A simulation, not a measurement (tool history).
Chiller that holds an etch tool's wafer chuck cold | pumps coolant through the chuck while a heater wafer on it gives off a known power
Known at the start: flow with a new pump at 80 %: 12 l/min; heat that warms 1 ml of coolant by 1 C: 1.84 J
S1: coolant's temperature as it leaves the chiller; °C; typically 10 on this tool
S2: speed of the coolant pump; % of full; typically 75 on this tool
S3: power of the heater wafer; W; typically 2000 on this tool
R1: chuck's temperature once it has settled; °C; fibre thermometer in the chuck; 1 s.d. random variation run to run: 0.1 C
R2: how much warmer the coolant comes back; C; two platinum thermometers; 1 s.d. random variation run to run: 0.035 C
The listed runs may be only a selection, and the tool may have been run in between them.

run 1 hour=0 | S1=10 S2=75 S3=2000 | R1=32 R2=5.91
run 2 hour=29.7 | S1=10 S2=75 S3=2000 | R1=32 R2=5.92
run 3 hour=43.9 | S1=10 S2=75 S3=2000 | R1=32 R2=5.91
run 4 hour=76.2 | S1=10 S2=75 S3=2000 | R1=32.1 R2=5.93
run 5 hour=97 | S1=10 S2=75 S3=2000 | R1=32.1 R2=5.92
run 6 hour=127.1 | S1=10 S2=75 S3=2000 | R1=32.3 R2=5.9
run 7 hour=161.3 | S1=10 S2=91 S3=2000 | R1=28.8 R2=4.78
run 8 hour=191.7 | S1=10 S2=91 S3=2000 | R1=28.9 R2=4.8
run 9 hour=220.8 | S1=10 S2=91 S3=2000 | R1=29 R2=4.76
run 10 hour=240.9 | S1=10 S2=91 S3=2000 | R1=28.9 R2=4.79
run 11 hour=256.5 | S1=10 S2=75 S3=2000 | R1=32.4 R2=5.95
run 12 hour=278.6 | S1=10 S2=75 S3=2000 | R1=32.2 R2=5.87
-- hour=282.4 chiller's thermometer calibrated
run 13 hour=294.3 | S1=10 S2=75 S3=2000 | R1=32.3 R2=5.95
run 14 hour=311.7 | S1=10 S2=75 S3=2000 | R1=32.3 R2=5.86
run 15 hour=333.2 | S1=10 S2=75 S3=2000 | R1=32.3 R2=5.91
run 16 hour=348.3 | S1=10 S2=75 S3=2185 | R1=34.4 R2=6.52
run 17 hour=363.2 | S1=6 S2=63 S3=2000 | R1=31.7 R2=7.14
run 18 hour=395.2 | S1=19 S2=75 S3=1676 | R1=37.8 R2=5.03
run 19 hour=411.2 | S1=19 S2=75 S3=1197 | R1=32.4 R2=3.59
run 20 hour=437.5 | S1=12 S2=75 S3=1066 | R1=24 R2=3.16
run 21 hour=467.4 | S1=12 S2=82 S3=1732 | R1=30 R2=4.67
-- hour=474.3 chiller's thermometer calibrated, once more
run 22 hour=495.7 | S1=5 S2=75 S3=1115 | R1=17.2 R2=3.3
run 23 hour=512.3 | S1=5 S2=71 S3=1115 | R1=18 R2=3.49
run 24 hour=530.4 | S1=8 S2=71 S3=2000 | R1=31.2 R2=6.32
run 25 hour=551.7 | S1=8 S2=72 S3=1751 | R1=28 R2=5.46
run 26 hour=583.7 | S1=8 S2=72 S3=1751 | R1=28.1 R2=5.44
run 27 hour=607.7 | S1=5 S2=74 S3=1506 | R1=21.7 R2=4.54
run 28 hour=638.9 | S1=9 S2=61 S3=2000 | R1=35.4 R2=7.5
run 29 hour=661 | S1=20 S2=100 S3=2000 | R1=37.4 R2=4.37
run 30 hour=680.5 | S1=20 S2=64 S3=1977 | R1=45.1 R2=6.99
run 31 hour=706.7 | S1=13 S2=74 S3=1033 | R1=24.7 R2=3.09
run 32 hour=721.2 | S1=18 S2=75 S3=2000 | R1=40.4 R2=5.97

Consider 4 possible next runs. They are alternatives, not a sequence: every one starts from the tool as it was left by run 32. What does each give?
run A hour=744.3 | S1=19 S2=94 S3=2000 | R1=? R2=?
run B hour=744.3 | S1=17 S2=75 S3=2000 | R1=? R2=?
run C hour=744.3 | S1=20 S2=89 S3=1138 | R1=? R2=?
run D hour=744.3 | S1=15 S2=75 S3=1741 | R1=? R2=?

run=A R1=37.4 R2=4.62
run=B R1=39.1 R2=5.95
run=C R1=30.9 R2=2.81
run=D R1=34.5 R2=5.2
Stripped of hidden state, with their random variation kept, the same runs would have yielded:
run=A R1=36.8 R2=4.52
run=B R1=38.4 R2=5.84
run=C R1=30.5 R2=2.75
run=D R1=33.8 R2=5.1

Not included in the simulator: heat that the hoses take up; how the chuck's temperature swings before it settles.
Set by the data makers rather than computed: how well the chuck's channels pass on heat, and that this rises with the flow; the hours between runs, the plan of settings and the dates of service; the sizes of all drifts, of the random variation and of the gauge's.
